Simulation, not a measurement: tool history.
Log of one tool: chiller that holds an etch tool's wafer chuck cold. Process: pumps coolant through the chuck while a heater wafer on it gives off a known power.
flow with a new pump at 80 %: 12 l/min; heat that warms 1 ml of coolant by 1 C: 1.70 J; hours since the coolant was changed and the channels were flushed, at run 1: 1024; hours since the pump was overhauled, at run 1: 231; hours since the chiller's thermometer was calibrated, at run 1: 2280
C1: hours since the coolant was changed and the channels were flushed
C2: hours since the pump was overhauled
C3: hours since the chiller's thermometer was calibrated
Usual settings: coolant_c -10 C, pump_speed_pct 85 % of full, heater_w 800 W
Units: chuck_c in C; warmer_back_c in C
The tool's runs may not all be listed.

Run 1, hour 0.0: usual settings; C1 1024; C2 231; C3 2280. Result: chuck_c -2.8 C, warmer_back_c 2.22 C.
Run 2, hour 165.0: usual settings; C1 1189; C2 396; C3 2445. Result: chuck_c -2.8 C, warmer_back_c 2.25 C.
Run 3, hour 292.6: usual settings; C1 1316; C2 523; C3 2573. Result: chuck_c -2.6 C, warmer_back_c 2.26 C.
Run 4, hour 420.1: usual settings; C1 1444; C2 651; C3 2700. Result: chuck_c -2.7 C, warmer_back_c 2.25 C.
Run 5, hour 540.2: usual settings; C1 1564; C2 771; C3 2820. Result: chuck_c -2.6 C, warmer_back_c 2.24 C.
Run 6, hour 638.9: usual settings; C1 1663; C2 870; C3 2919. Result: chuck_c -2.8 C, warmer_back_c 2.26 C.
Run 7, hour 760.7: usual settings; C1 1785; C2 991; C3 3041. Result: chuck_c -2.6 C, warmer_back_c 2.23 C.
Run 8, hour 855.1: usual settings but coolant_c -2 C; C1 1879; C2 1086; C3 3135. Result: chuck_c 5.6 C, warmer_back_c 2.24 C.
Run 9, hour 969.5: usual settings but coolant_c -2 C; C1 1993; C2 1200; C3 3250. Result: chuck_c 5.6 C, warmer_back_c 2.25 C.
Run 10, hour 1147.2: usual settings but coolant_c -2 C; C1 2171; C2 1378; C3 3427. Result: chuck_c 5.6 C, warmer_back_c 2.28 C.
Run 11, hour 1241.0: usual settings; C1 2265; C2 1472; C3 3521. Result: chuck_c -2.5 C, warmer_back_c 2.28 C.
At hour 1256.6: chiller's thermometer calibrated.
Run 12, hour 1400.7: usual settings but heater_w 520 W; C1 2424; C2 1630; C3 144. Result: chuck_c -5.3 C, warmer_back_c 1.46 C.
Run 13, hour 1561.1: usual settings but heater_w 520 W; C1 2584; C2 1791; C3 304. Result: chuck_c -5.2 C, warmer_back_c 1.48 C.
Run 14, hour 1658.1: usual settings but heater_w 520 W; C1 2681; C2 1888; C3 401. Result: chuck_c -5.1 C, warmer_back_c 1.46 C.
Run 15, hour 1779.9: usual settings but heater_w 520 W; C1 2803; C2 2010; C3 523. Result: chuck_c -5.1 C, warmer_back_c 1.48 C.
Run 16, hour 1856.8: usual settings but coolant_c -4 C, heater_w 520 W; C1 2880; C2 2087; C3 600. Result: chuck_c 1.0 C, warmer_back_c 1.46 C.
Run 17, hour 2033.6: usual settings but coolant_c -13 C, pump_speed_pct 87 % of full, heater_w 492 W; C1 3056; C2 2263; C3 777. Result: chuck_c -8.4 C, warmer_back_c 1.35 C.
Run 18, hour 2124.4: usual settings but coolant_c -19 C, pump_speed_pct 75 % of full; C1 3147; C2 2354; C3 868. Result: chuck_c -10.5 C, warmer_back_c 2.57 C.
Run 19, hour 2253.6: usual settings but coolant_c -19 C, pump_speed_pct 71 % of full; C1 3276; C2 2483; C3 997. Result: chuck_c -10.1 C, warmer_back_c 2.72 C.
Run 20, hour 2420.7: usual settings but coolant_c -19 C, pump_speed_pct 98 % of full; C1 3444; C2 2650; C3 1164. Result: chuck_c -12.1 C, warmer_back_c 1.98 C.
Run 21, hour 2498.0: usual settings but coolant_c -13 C, pump_speed_pct 74 % of full, heater_w 627 W; C1 3521; C2 2728; C3 1241. Result: chuck_c -6.2 C, warmer_back_c 2.05 C.
Run 22, hour 2585.0: usual settings but coolant_c -13 C, pump_speed_pct 74 % of full, heater_w 627 W; C1 3608; C2 2815; C3 1328. Result: chuck_c -6.1 C, warmer_back_c 2.04 C.
Run 23, hour 2755.0: usual settings but coolant_c -13 C, pump_speed_pct 74 % of full, heater_w 627 W; C1 3778; C2 2985; C3 1498. Result: chuck_c -6.0 C, warmer_back_c 2.07 C.
Run 24, hour 2901.4: usual settings but pump_speed_pct 92 % of full; C1 3924; C2 3131; C3 1645. Result: chuck_c -2.6 C, warmer_back_c 2.11 C.
Run 25, hour 3038.8: usual settings but coolant_c -7 C, pump_speed_pct 81 % of full, heater_w 583 W; C1 4062; C2 3269; C3 1782. Result: chuck_c -1.0 C, warmer_back_c 1.75 C.
Run 26, hour 3142.2: usual settings but coolant_c -1 C, pump_speed_pct 76 % of full, heater_w 920 W; C1 4165; C2 3372; C3 1886. Result: chuck_c 9.0 C, warmer_back_c 2.94 C.
Run 27, hour 3296.1: usual settings but coolant_c -13 C, pump_speed_pct 66 % of full, heater_w 993 W; C1 4319; C2 3526; C3 2040. Result: chuck_c -0.9 C, warmer_back_c 3.65 C.
Run 28, hour 3439.1: usual settings but pump_speed_pct 66 % of full, heater_w 626 W; C1 4462; C2 3669; C3 2183. Result: chuck_c -2.2 C, warmer_back_c 2.30 C.
Run 29, hour 3548.0: usual settings but coolant_c -7 C, pump_speed_pct 98 % of full, heater_w 632 W; C1 4571; C2 3778; C3 2291. Result: chuck_c -1.3 C, warmer_back_c 1.60 C.
Run 30, hour 3677.9: usual settings but pump_speed_pct 84 % of full, heater_w 953 W; C1 4701; C2 3908; C3 2421. Result: chuck_c -0.1 C, warmer_back_c 2.79 C.
Run 31, hour 3771.8: usual settings but coolant_c -16 C, pump_speed_pct 86 % of full, heater_w 953 W; C1 4795; C2 4001; C3 2515. Result: chuck_c -6.3 C, warmer_back_c 2.74 C.

3 ways to go on from here, each from the tool as it stands after run 31. What would each give?
Run A, hour 3871.5: usual settings but coolant_c -12 C, pump_speed_pct 70 % of full, heater_w 474 W; C1 4894; C2 4101; C3 2615. Result: chuck_c ?, warmer_back_c ?.
Run B, hour 3871.5: usual settings but coolant_c -18 C; C1 4894; C2 4101; C3 2615. Result: chuck_c ?, warmer_back_c ?.
Run C, hour 3871.5: usual settings but coolant_c -6 C, pump_speed_pct 86 % of full, heater_w 953 W; C1 4894; C2 4101; C3 2615. Result: chuck_c ?, warmer_back_c ?.

run  chuck_c  warmer_back_c
  A     -6.2           1.66
  B     -9.8           2.31
  C      3.7           2.74
Without the tool's hidden state the same runs would have given:
run  chuck_c  warmer_back_c
  A     -7.2           1.59
  B    -11.1           2.21
  C      2.1           2.63
